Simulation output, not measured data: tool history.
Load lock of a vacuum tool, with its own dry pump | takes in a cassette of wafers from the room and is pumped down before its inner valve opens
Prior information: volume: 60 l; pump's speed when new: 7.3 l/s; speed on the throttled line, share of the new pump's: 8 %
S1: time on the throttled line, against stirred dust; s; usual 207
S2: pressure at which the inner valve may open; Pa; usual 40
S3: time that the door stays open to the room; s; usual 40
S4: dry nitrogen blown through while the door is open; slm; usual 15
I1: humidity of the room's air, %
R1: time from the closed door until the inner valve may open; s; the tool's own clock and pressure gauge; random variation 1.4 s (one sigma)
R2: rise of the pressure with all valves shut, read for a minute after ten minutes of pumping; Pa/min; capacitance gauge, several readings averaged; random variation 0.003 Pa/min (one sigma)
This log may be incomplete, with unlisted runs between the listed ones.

run,hour,S1,S2,S3,S4,I1,R1,R2
1,0.0,207,40,40,15,45.8,255.3,0.047
2,150.3,349,40,40,15,46.1,388.4,0.052
3,345.5,349,40,40,15,46.2,387.5,0.050
4,497.7,349,40,234,15,47.5,386.8,0.064
5,580.4,139,40,40,15,43.7,192.5,0.060
6,661.2,207,40,40,15,47.0,255.5,0.068
7,751.9,207,40,40,15,44.9,257.4,0.066
8,893.2,215,40,40,15,42.2,263.0,0.070
9,1050.2,215,40,40,15,45.3,266.5,0.071
10,1193.7,215,40,40,15,43.3,265.6,0.079
11,1322.5,215,40,40,15,43.8,265.8,0.087
12,1458.8,215,40,40,15,45.2,264.9,0.088
13,1645.5,215,40,40,15,44.5,265.1,0.094
14,1816.3,215,40,40,18,47.1,262.7,0.097
15,1913.0,215,40,40,18,43.9,266.3,0.108
16,2069.6,215,40,40,18,44.8,266.8,0.106
17,2178.3,215,40,40,18,40.0,267.3,0.116
18,2306.3,215,40,40,18,45.2,261.7,0.117
19,2461.5,215,40,40,18,41.1,267.1,0.127
20,2542.8,215,40,40,18,44.2,266.6,0.128
21,2707.0,213,35,164,5,40.8,266.1,0.146
22,2890.6,207,40,40,7,46.5,256.1,0.147
23,3082.6,122,32,240,8,40.3,182.9,0.157
24,3200.1,207,40,109,16,45.4,257.2,0.155
25,3294.0,244,28,169,6,47.0,294.5,0.169
26,3439.2,393,78,49,30,44.9,418.9,0.156
27,3628.2,393,78,49,30,50.0,423.6,0.169
28,3726.2,393,78,46,30,47.5,423.5,0.170
29,3886.2,393,78,46,30,43.0,422.3,0.180
30,4015.4,113,42,40,15,48.6,174.4,0.188
31,4111.7,207,64,40,21,42.4,255.7,0.191
32,4208.6,207,61,40,23,44.1,253.1,0.202
33,4291.9,122,40,210,15,46.3,180.8,0.212
34,4448.0,122,40,210,15,44.3,181.9,0.213
35,4605.2,122,40,210,15,47.2,180.4,0.227
36,4730.3,207,52,40,15,45.5,258.8,0.232

Consider 5 possible next runs. They are alternatives, not a sequence: every one starts from the tool as it was left by run 36. What does each give?
A,4817.7,207,30,40,15,44.6,?,?
B,4817.7,207,45,100,45,44.4,?,?
C,4817.7,207,52,27,8,45.2,?,?
D,4817.7,294,30,48,15,44.0,?,?
E,4817.7,177,43,40,15,40.5,?,?

run,R1,R2
A,263.7,0.237
B,258.0,0.228
C,255.2,0.230
D,341.6,0.239
E,232.9,0.226
Had the tool no hidden state, the same runs would have come out as:
run,R1,R2
A,258.7,0.012
B,253.4,0.009
C,250.7,0.006
D,337.3,0.013
E,227.9,0.003
